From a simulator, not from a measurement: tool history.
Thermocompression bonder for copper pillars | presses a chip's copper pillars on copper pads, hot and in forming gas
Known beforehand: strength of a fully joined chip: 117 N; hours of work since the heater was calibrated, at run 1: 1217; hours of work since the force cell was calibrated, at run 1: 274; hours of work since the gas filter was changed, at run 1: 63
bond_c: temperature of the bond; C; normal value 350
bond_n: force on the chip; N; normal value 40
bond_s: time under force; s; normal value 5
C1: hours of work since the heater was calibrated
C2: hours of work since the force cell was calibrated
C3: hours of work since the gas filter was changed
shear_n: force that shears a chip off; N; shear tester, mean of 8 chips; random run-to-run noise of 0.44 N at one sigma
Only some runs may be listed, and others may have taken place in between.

Run 1, hour 0.0: usual settings; C1 1217; C2 274; C3 63. Result: shear_n 55.6 N.
Run 2, hour 51.8: usual settings; C1 1253; C2 310; C3 100. Result: shear_n 55.6 N.
Run 3, hour 106.1: usual settings; C1 1292; C2 349; C3 138. Result: shear_n 54.9 N.
Run 4, hour 141.8: usual settings; C1 1317; C2 374; C3 163. Result: shear_n 53.8 N.
At hour 167.0: heater calibrated with a thermocouple chip.
Run 5, hour 207.8: usual settings; C1 29; C2 419; C3 208. Result: shear_n 49.9 N.
At hour 214.1: forming gas filter changed.
Run 6, hour 277.7: usual settings but bond_c 369 C; C1 78; C2 468; C3 45. Result: shear_n 63.0 N.
Run 7, hour 347.4: usual settings; C1 127; C2 517; C3 94. Result: shear_n 50.3 N.
Run 8, hour 394.2: usual settings; C1 160; C2 550; C3 127. Result: shear_n 50.6 N.
Run 9, hour 445.8: usual settings; C1 196; C2 586; C3 163. Result: shear_n 49.8 N.
Run 10, hour 483.5: usual settings; C1 223; C2 613; C3 190. Result: shear_n 48.5 N.
At hour 513.9: forming gas filter changed.
Run 11, hour 516.6: usual settings; C1 246; C2 636; C3 2. Result: shear_n 51.4 N.
Run 12, hour 574.3: usual settings but bond_n 36 N, bond_s 6 s; C1 286; C2 676; C3 43. Result: shear_n 50.0 N.
Run 13, hour 623.4: usual settings but bond_n 36 N, bond_s 6 s; C1 321; C2 711; C3 77. Result: shear_n 49.8 N.
At hour 665.7: force cell calibrated.
Run 14, hour 678.1: usual settings but bond_n 36 N, bond_s 6 s; C1 358; C2 9; C3 115. Result: shear_n 53.4 N.
Run 15, hour 722.6: usual settings but bond_n 36 N, bond_s 6 s; C1 390; C2 40; C3 146. Result: shear_n 52.4 N.
Run 16, hour 781.2: usual settings but bond_n 36 N, bond_s 6 s; C1 431; C2 81; C3 187. Result: shear_n 52.6 N.
At hour 815.6: forming gas filter changed.
Run 17, hour 830.0: usual settings but bond_c 355 C, bond_s 8 s; C1 465; C2 115; C3 10. Result: shear_n 67.7 N.
Run 18, hour 894.4: usual settings but bond_c 323 C, bond_n 43 N, bond_s 3 s; C1 510; C2 161; C3 55. Result: shear_n 33.1 N.
Run 19, hour 967.5: usual settings but bond_n 26 N; C1 562; C2 212; C3 107. Result: shear_n 39.3 N.
Run 20, hour 1000.3: usual settings but bond_c 377 C, bond_n 36 N; C1 585; C2 235; C3 130. Result: shear_n 65.0 N.
Run 21, hour 1043.0: usual settings but bond_c 378 C, bond_n 36 N; C1 615; C2 265; C3 160. Result: shear_n 65.3 N.

Below are 4 alternative next runs, each starting from the tool's condition after run 21. Predict each:
Run A, hour 1112.1: usual settings but bond_c 357 C, bond_s 3 s; C1 664; C2 314; C3 209. Result: shear_n ?.
Run B, hour 1112.1: usual settings but bond_c 344 C, bond_s 3 s; C1 664; C2 314; C3 209. Result: shear_n ?.
Run C, hour 1112.1: usual settings but bond_c 348 C, bond_n 47 N; C1 664; C2 314; C3 209. Result: shear_n ?.
Run D, hour 1112.1: usual settings but bond_c 337 C, bond_n 32 N, bond_s 3 s; C1 664; C2 314; C3 209. Result: shear_n ?.

run  shear_n
  A     46.3
  B     39.7
  C     56.7
  D     30.6
With no hidden state in the tool, these same runs would have given:
run  shear_n
  A     48.7
  B     41.6
  C     59.6
  D     32.1
